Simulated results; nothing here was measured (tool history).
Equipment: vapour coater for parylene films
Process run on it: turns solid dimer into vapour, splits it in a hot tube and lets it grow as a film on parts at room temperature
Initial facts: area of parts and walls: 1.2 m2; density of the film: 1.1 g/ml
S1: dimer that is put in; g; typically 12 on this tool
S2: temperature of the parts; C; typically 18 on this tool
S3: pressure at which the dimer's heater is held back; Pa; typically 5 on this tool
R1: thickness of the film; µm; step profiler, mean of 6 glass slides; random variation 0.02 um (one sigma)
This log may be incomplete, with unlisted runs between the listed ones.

run 1 hour=0 | S1=12 S2=18 S3=5 | R1=4.85
run 2 hour=53.8 | S1=12 S2=18 S3=5 | R1=4.85
run 3 hour=107.1 | S1=12 S2=18 S3=5 | R1=4.85
run 4 hour=166.9 | S1=12 S2=18 S3=5 | R1=4.84
run 5 hour=223.1 | S1=12 S2=18 S3=5 | R1=4.82
run 6 hour=281.9 | S1=12 S2=20 S3=5 | R1=4.61
run 7 hour=340 | S1=12 S2=20 S3=5 | R1=4.59
run 8 hour=386.8 | S1=12 S2=20 S3=5 | R1=4.61
run 9 hour=440.6 | S1=12 S2=20 S3=5 | R1=4.6
run 10 hour=478 | S1=12 S2=20 S3=5 | R1=4.57
run 11 hour=525.7 | S1=12 S2=18 S3=5 | R1=4.74
run 12 hour=568.5 | S1=12 S2=15 S3=5 | R1=5.07
run 13 hour=607.6 | S1=12 S2=15 S3=5 | R1=5.04
run 14 hour=655 | S1=12 S2=15 S3=5 | R1=5.02
run 15 hour=698.5 | S1=12 S2=18 S3=5 | R1=4.7
run 16 hour=746.4 | S1=12 S2=18 S3=5 | R1=4.71
run 17 hour=810 | S1=12 S2=18 S3=5 | R1=4.66
-- hour=815.2 table's thermometer calibrated
run 18 hour=873.7 | S1=12 S2=18 S3=5 | R1=4.7
run 19 hour=935.5 | S1=12 S2=18 S3=5 | R1=4.68
-- hour=971.9 table's thermometer calibrated, once more
run 20 hour=982.8 | S1=12 S2=22 S3=9.03 | R1=3.72
run 21 hour=1041.4 | S1=12 S2=15 S3=4.58 | R1=5.01
-- hour=1086.7 trap's valve overhauled
run 22 hour=1101.4 | S1=5 S2=12 S3=2.26 | R1=2.76
run 23 hour=1138.5 | S1=6 S2=19 S3=2.26 | R1=2.85
run 24 hour=1187.8 | S1=12 S2=13 S3=2.38 | R1=6.44
run 25 hour=1232.7 | S1=12 S2=13 S3=2.38 | R1=6.34
run 26 hour=1262 | S1=12 S2=18 S3=9.22 | R1=4.21
run 27 hour=1288.1 | S1=12 S2=18 S3=9.22 | R1=4.21
run 28 hour=1318.5 | S1=12 S2=18 S3=9.22 | R1=4.21
run 29 hour=1367.8 | S1=6 S2=18 S3=9.22 | R1=2.11
run 30 hour=1427.8 | S1=12 S2=18 S3=5.45 | R1=4.73
run 31 hour=1488.3 | S1=8 S2=15 S3=7.2 | R1=3.13
run 32 hour=1552.5 | S1=12 S2=23 S3=4.44 | R1=4.44
run 33 hour=1580.1 | S1=8 S2=22 S3=10.6 | R1=2.49
run 34 hour=1622.8 | S1=12 S2=18 S3=3.17 | R1=5.27
run 35 hour=1673.3 | S1=12 S2=18 S3=3.17 | R1=5.29
run 36 hour=1717.3 | S1=12 S2=18 S3=3.17 | R1=5.23
run 37 hour=1766.7 | S1=12 S2=18 S3=3.17 | R1=5.27
run 38 hour=1820.2 | S1=12 S2=18 S3=4.19 | R1=4.9

Below are 5 alternative next runs, each starting from the tool's condition after run 38. Predict each:
run A hour=1879.8 | S1=7 S2=18 S3=4.19 | R1=?
run B hour=1879.8 | S1=6 S2=27 S3=7.49 | R1=?
run C hour=1879.8 | S1=5 S2=12 S3=5.34 | R1=?
run D hour=1879.8 | S1=12 S2=19 S3=5 | R1=?
run E hour=1879.8 | S1=5 S2=18 S3=4.19 | R1=?

run=A R1=2.87
run=B R1=1.8
run=C R1=2.19
run=D R1=4.6
run=E R1=2.05
Stripped of hidden state, with their random variation kept, the same runs would have yielded:
run=A R1=2.98
run=B R1=1.87
run=C R1=2.28
run=D R1=4.79
run=E R1=2.14

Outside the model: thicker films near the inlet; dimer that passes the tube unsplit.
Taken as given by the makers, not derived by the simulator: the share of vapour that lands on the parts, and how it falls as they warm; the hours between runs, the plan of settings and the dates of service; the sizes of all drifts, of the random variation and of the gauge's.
